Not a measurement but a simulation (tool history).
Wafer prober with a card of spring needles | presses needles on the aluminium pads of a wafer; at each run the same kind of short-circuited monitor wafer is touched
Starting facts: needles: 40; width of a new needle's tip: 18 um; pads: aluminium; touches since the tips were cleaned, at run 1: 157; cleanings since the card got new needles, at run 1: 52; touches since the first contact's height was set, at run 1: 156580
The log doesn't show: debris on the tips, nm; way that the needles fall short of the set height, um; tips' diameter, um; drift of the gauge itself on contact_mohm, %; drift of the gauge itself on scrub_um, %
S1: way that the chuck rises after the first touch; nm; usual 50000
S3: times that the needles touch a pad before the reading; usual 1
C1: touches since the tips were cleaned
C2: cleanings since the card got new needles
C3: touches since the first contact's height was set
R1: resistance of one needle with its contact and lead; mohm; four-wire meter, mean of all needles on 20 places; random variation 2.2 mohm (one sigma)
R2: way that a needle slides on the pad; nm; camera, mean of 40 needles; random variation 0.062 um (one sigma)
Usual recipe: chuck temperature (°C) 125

Run 1, day 0: usual settings; C1 157; C2 52; C3 156580. Result: R1 250 mohm, R2 9430 nm.
At day 0.271: tips cleaned on abrasive film.
At day 0.604: tips cleaned on abrasive film.
At day 0.925: tips cleaned on abrasive film.
Run 2, day 0.929: usual settings; C1 3; C2 55; C3 165604. Result: R1 243 mohm, R2 9420 nm.
At day 1.262: tips cleaned on abrasive film.
At day 1.579: tips cleaned on abrasive film.
At day 1.858: tips cleaned on abrasive film.
Run 3, day 1.95: usual settings; C1 932; C2 58; C3 175582. Result: R1 258 mohm, R2 9500 nm.
At day 2.162: tips cleaned on abrasive film.
At day 2.504: tips cleaned on abrasive film.
At day 2.783: tips cleaned on abrasive film.
At day 3.117: tips cleaned on abrasive film.
Run 4, day 3.154: usual settings; C1 343; C2 62; C3 187266. Result: R1 252 mohm, R2 9290 nm.
At day 3.412: tips cleaned on abrasive film.
At day 3.75: tips cleaned on abrasive film.
Run 5, day 3.854: usual settings; C1 1029; C2 64; C3 194102. Result: R1 255 mohm, R2 9270 nm.
At day 4.05: tips cleaned on abrasive film.
At day 4.379: tips cleaned on abrasive film.
Run 6, day 4.442: usual settings; C1 637; C2 66; C3 199838. Result: R1 255 mohm, R2 9300 nm.
At day 4.712: tips cleaned on abrasive film.
At day 5.017: tips cleaned on abrasive film.
At day 5.367: tips cleaned on abrasive film.
Run 7, day 5.512: usual settings; C1 1462; C2 69; C3 210268. Result: R1 263 mohm, R2 9320 nm.
At day 5.654: tips cleaned on abrasive film.
At day 5.971: tips cleaned on abrasive film.
At day 6.3: tips cleaned on abrasive film.
At day 6.629: tips cleaned on abrasive film.
Run 8, day 6.717: usual settings; C1 854; C2 73; C3 221973. Result: R1 252 mohm, R2 9280 nm.
At day 6.796: height of the first contact set anew.
At day 6.933: tips cleaned on abrasive film.
At day 7.212: tips cleaned on abrasive film.
At day 7.529: tips cleaned on abrasive film.
Run 9, day 7.529: usual settings; C1 0; C2 76; C3 7090. Result: R1 244 mohm, R2 9950 nm.
At day 7.808: tips cleaned on abrasive film.
At day 8.15: tips cleaned on abrasive film.
At day 8.488: tips cleaned on abrasive film.
Run 10, day 8.596: usual settings but S3 2; C1 1088; C2 79; C3 17501. Result: R1 252 mohm, R2 9900 nm.
At day 8.8: tips cleaned on abrasive film.
At day 9.121: tips cleaned on abrasive film.
At day 9.471: tips cleaned on abrasive film.
Run 11, day 9.483: usual settings but S3 2; C1 135; C2 82; C3 26122. Result: R1 243 mohm, R2 9860 nm.
At day 9.758: tips cleaned on abrasive film.
At day 10.1: tips cleaned on abrasive film.
At day 10.379: tips cleaned on abrasive film.
Run 12, day 10.642: usual settings but S3 2; C1 2604; C2 85; C3 37455. Result: R1 258 mohm, R2 9880 nm.
At day 10.717: tips cleaned on abrasive film.
At day 11.038: tips cleaned on abrasive film.
At day 11.312: tips cleaned on abrasive film.
At day 11.629: tips cleaned on abrasive film.
Run 13, day 11.817: usual settings; C1 1851; C2 89; C3 48877. Result: R1 264 mohm, R2 9750 nm.
At day 11.958: tips cleaned on abrasive film.
At day 12.288: tips cleaned on abrasive film.
At day 12.604: tips cleaned on abrasive film.
Run 14, day 12.604: usual settings; C1 0; C2 92; C3 56519. Result: R1 246 mohm, R2 9660 nm.
At day 12.938: tips cleaned on abrasive film.
At day 13.267: tips cleaned on abrasive film.
At day 13.612: tips cleaned on abrasive film.
Run 15, day 13.858: usual settings but S1 56000 nm, chuck temperature (°C) 105; C1 2434; C2 95; C3 68772. Result: R1 257 mohm, R2 10950 nm.
At day 13.917: tips cleaned on abrasive film.
At day 14.25: tips cleaned on abrasive film.
At day 14.529: tips cleaned on abrasive film.
At day 14.858: tips cleaned on abrasive film.
Run 16, day 14.858: usual settings but S1 51000 nm, chuck temperature (°C) 42; C1 0; C2 99; C3 78468. Result: R1 224 mohm, R2 9910 nm.
At day 15.204: tips cleaned on abrasive film.
At day 15.512: tips cleaned on abrasive film.
At day 15.808: tips cleaned on abrasive film.
Run 17, day 15.808: usual settings but chuck temperature (°C) 37, S3 2; C1 0; C2 102; C3 87694. Result: R1 219 mohm, R2 9750 nm.

Run 18 is up next; what results do you expect?
At day 16.142: tips cleaned on abrasive film.
At day 16.479: tips cleaned on abrasive film.
At day 16.808: tips cleaned on abrasive film.
Run 18, day 16.812: usual settings but S1 35000 nm, chuck temperature (°C) 59; C1 32; C2 105; C3 97496. Result: R1 ?, R2 ?.

R1: 243 mohm
R2: 6590 nm
If the tool had no hidden condition, the same run with the same run-to-run variation would have returned R1 232 mohm, R2 6870 nm.

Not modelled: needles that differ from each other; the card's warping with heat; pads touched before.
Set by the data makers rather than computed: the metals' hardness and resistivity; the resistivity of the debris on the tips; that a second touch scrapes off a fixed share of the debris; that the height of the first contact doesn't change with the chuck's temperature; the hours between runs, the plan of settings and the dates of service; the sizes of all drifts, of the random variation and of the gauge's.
